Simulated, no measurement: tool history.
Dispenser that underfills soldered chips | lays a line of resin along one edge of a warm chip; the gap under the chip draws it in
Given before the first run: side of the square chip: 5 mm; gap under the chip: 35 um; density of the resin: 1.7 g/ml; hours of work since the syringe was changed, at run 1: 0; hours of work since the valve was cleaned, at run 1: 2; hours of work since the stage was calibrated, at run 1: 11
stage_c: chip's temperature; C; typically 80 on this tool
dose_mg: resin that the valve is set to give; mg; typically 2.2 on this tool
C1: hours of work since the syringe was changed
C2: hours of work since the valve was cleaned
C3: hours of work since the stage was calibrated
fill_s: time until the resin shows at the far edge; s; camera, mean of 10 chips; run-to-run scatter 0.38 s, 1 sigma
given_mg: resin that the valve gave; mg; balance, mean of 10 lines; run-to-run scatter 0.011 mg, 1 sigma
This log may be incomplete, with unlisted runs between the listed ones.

{"run": 1, "hour": 0.0, "stage_c": 80, "dose_mg": 2.2, "C1": 0, "C2": 2, "C3": 11, "fill_s": 23.1, "given_mg": 2.21}
{"run": 2, "hour": 4.6, "stage_c": 80, "dose_mg": 2.2, "C1": 3, "C2": 5, "C3": 14, "fill_s": 25.1, "given_mg": 2.21}
{"run": 3, "hour": 7.0, "stage_c": 80, "dose_mg": 2.82, "C1": 5, "C2": 6, "C3": 15, "fill_s": 25.1, "given_mg": 2.81}
{"hour": 9.7, "done": "new syringe of resin"}
{"run": 4, "hour": 11.1, "stage_c": 80, "dose_mg": 2.82, "C1": 1, "C2": 8, "C3": 17, "fill_s": 22.8, "given_mg": 2.8}
{"run": 5, "hour": 13.7, "stage_c": 73, "dose_mg": 2.82, "C1": 2, "C2": 10, "C3": 19, "fill_s": 29, "given_mg": 2.8}
{"run": 6, "hour": 17.0, "stage_c": 80, "dose_mg": 2.42, "C1": 4, "C2": 12, "C3": 21, "fill_s": 26.1, "given_mg": 2.41}
{"hour": 20.0, "done": "new syringe of resin"}
{"run": 7, "hour": 20.5, "stage_c": 80, "dose_mg": 2.42, "C1": 0, "C2": 14, "C3": 23, "fill_s": 23.1, "given_mg": 2.39}
{"run": 8, "hour": 23.3, "stage_c": 80, "dose_mg": 2.42, "C1": 2, "C2": 16, "C3": 25, "fill_s": 24.1, "given_mg": 2.4}
{"run": 9, "hour": 27.6, "stage_c": 80, "dose_mg": 2.42, "C1": 5, "C2": 18, "C3": 27, "fill_s": 27.4, "given_mg": 2.37}
{"hour": 30.5, "done": "new syringe of resin"}
{"run": 10, "hour": 32.2, "stage_c": 80, "dose_mg": 2.42, "C1": 1, "C2": 21, "C3": 30, "fill_s": 23.1, "given_mg": 2.37}
{"run": 11, "hour": 34.4, "stage_c": 80, "dose_mg": 2.2, "C1": 2, "C2": 22, "C3": 31, "fill_s": 24.9, "given_mg": 2.18}
{"run": 12, "hour": 37.4, "stage_c": 80, "dose_mg": 2.2, "C1": 4, "C2": 24, "C3": 33, "fill_s": 26.6, "given_mg": 2.17}
{"hour": 40.9, "done": "new syringe of resin"}
{"run": 13, "hour": 41.1, "stage_c": 80, "dose_mg": 2.2, "C1": 0, "C2": 26, "C3": 35, "fill_s": 22.8, "given_mg": 2.18}
{"run": 14, "hour": 45.5, "stage_c": 80, "dose_mg": 2.2, "C1": 3, "C2": 29, "C3": 38, "fill_s": 25.1, "given_mg": 2.16}
{"run": 15, "hour": 48.5, "stage_c": 80, "dose_mg": 2.2, "C1": 5, "C2": 31, "C3": 40, "fill_s": 27.6, "given_mg": 2.16}
{"hour": 51.1, "done": "new syringe of resin"}
{"run": 16, "hour": 52.2, "stage_c": 80, "dose_mg": 2.2, "C1": 1, "C2": 33, "C3": 42, "fill_s": 23.6, "given_mg": 2.14}
{"run": 17, "hour": 57.4, "stage_c": 80, "dose_mg": 2.2, "C1": 4, "C2": 36, "C3": 45, "fill_s": 26.8, "given_mg": 2.16}
{"hour": 61.4, "done": "new syringe of resin"}
{"run": 18, "hour": 61.5, "stage_c": 80, "dose_mg": 2.2, "C1": 0, "C2": 38, "C3": 47, "fill_s": 22.4, "given_mg": 2.14}
{"run": 19, "hour": 66.6, "stage_c": 70, "dose_mg": 2.47, "C1": 3, "C2": 41, "C3": 50, "fill_s": 34.9, "given_mg": 2.41}
{"hour": 71.8, "done": "new syringe of resin"}
{"run": 20, "hour": 72.1, "stage_c": 75, "dose_mg": 2.34, "C1": 0, "C2": 44, "C3": 53, "fill_s": 25.9, "given_mg": 2.27}
{"run": 21, "hour": 75.2, "stage_c": 86, "dose_mg": 2.69, "C1": 2, "C2": 46, "C3": 55, "fill_s": 19.7, "given_mg": 2.6}
{"run": 22, "hour": 77.3, "stage_c": 86, "dose_mg": 2.69, "C1": 3, "C2": 48, "C3": 57, "fill_s": 21, "given_mg": 2.62}
{"run": 23, "hour": 80.7, "stage_c": 75, "dose_mg": 1.98, "C1": 5, "C2": 50, "C3": 59, "fill_s": 32.7, "given_mg": 1.9}
{"hour": 82.3, "done": "new syringe of resin"}
{"run": 24, "hour": 85.0, "stage_c": 94, "dose_mg": 2.26, "C1": 2, "C2": 52, "C3": 61, "fill_s": 16.3, "given_mg": 2.21}
{"run": 25, "hour": 88.0, "stage_c": 83, "dose_mg": 2.53, "C1": 3, "C2": 54, "C3": 63, "fill_s": 23.3, "given_mg": 2.45}
{"hour": 92.5, "done": "new syringe of resin"}
{"run": 26, "hour": 93.4, "stage_c": 83, "dose_mg": 2.53, "C1": 1, "C2": 57, "C3": 66, "fill_s": 20.6, "given_mg": 2.44}
{"run": 27, "hour": 98.3, "stage_c": 81, "dose_mg": 1.99, "C1": 4, "C2": 60, "C3": 69, "fill_s": 25.6, "given_mg": 1.91}
{"hour": 102.8, "done": "new syringe of resin"}
{"run": 28, "hour": 103.6, "stage_c": 78, "dose_mg": 2.83, "C1": 1, "C2": 63, "C3": 72, "fill_s": 25, "given_mg": 2.71}
{"run": 29, "hour": 107.5, "stage_c": 78, "dose_mg": 2.83, "C1": 3, "C2": 65, "C3": 74, "fill_s": 26.9, "given_mg": 2.72}
{"run": 30, "hour": 112.5, "stage_c": 69, "dose_mg": 2.83, "C1": 6, "C2": 68, "C3": 77, "fill_s": 37.9, "given_mg": 2.72}
{"hour": 113.2, "done": "new syringe of resin"}
{"run": 31, "hour": 116.0, "stage_c": 69, "dose_mg": 2.83, "C1": 2, "C2": 70, "C3": 79, "fill_s": 33.7, "given_mg": 2.71}
{"run": 32, "hour": 119.0, "stage_c": 87, "dose_mg": 2.84, "C1": 4, "C2": 72, "C3": 81, "fill_s": 20.9, "given_mg": 2.71}
{"run": 33, "hour": 121.9, "stage_c": 87, "dose_mg": 2.84, "C1": 5, "C2": 74, "C3": 83, "fill_s": 22.3, "given_mg": 2.71}
{"hour": 123.4, "done": "new syringe of resin"}
{"hour": 126.2, "done": "dispensing valve cleaned and set on the balance"}
{"run": 34, "hour": 128.1, "stage_c": 87, "dose_mg": 2.84, "C1": 2, "C2": 1, "C3": 86, "fill_s": 18.9, "given_mg": 2.85}
{"run": 35, "hour": 132.0, "stage_c": 87, "dose_mg": 2.84, "C1": 5, "C2": 4, "C3": 88, "fill_s": 21.5, "given_mg": 2.84}
{"hour": 134.9, "done": "new syringe of resin"}
{"run": 36, "hour": 135.9, "stage_c": 87, "dose_mg": 2.84, "C1": 1, "C2": 6, "C3": 90, "fill_s": 19.2, "given_mg": 2.83}

Each row is a separate what-if for the run after 36, all from the same tool condition, not one after another. Results?
{"run": "A", "hour": 140.9, "stage_c": 93, "dose_mg": 2.16, "C1": 4, "C2": 9, "C3": 93, "fill_s": "?", "given_mg": "?"}
{"run": "B", "hour": 140.9, "stage_c": 69, "dose_mg": 2.04, "C1": 4, "C2": 9, "C3": 93, "fill_s": "?", "given_mg": "?"}
{"run": "C", "hour": 140.9, "stage_c": 87, "dose_mg": 2.76, "C1": 4, "C2": 9, "C3": 93, "fill_s": "?", "given_mg": "?"}
{"run": "D", "hour": 140.9, "stage_c": 87, "dose_mg": 1.98, "C1": 4, "C2": 9, "C3": 93, "fill_s": "?", "given_mg": "?"}

run=A fill_s=18.2 given_mg=2.15
run=B fill_s=37.8 given_mg=2.04
run=C fill_s=21.1 given_mg=2.74
run=D fill_s=22 given_mg=1.95
With the hidden condition removed and each run's random variation left untouched, the same runs would have given:
run=A fill_s=15.5 given_mg=2.17
run=B fill_s=32.1 given_mg=2.05
run=C fill_s=18 given_mg=2.76
run=D fill_s=18.8 given_mg=1.96

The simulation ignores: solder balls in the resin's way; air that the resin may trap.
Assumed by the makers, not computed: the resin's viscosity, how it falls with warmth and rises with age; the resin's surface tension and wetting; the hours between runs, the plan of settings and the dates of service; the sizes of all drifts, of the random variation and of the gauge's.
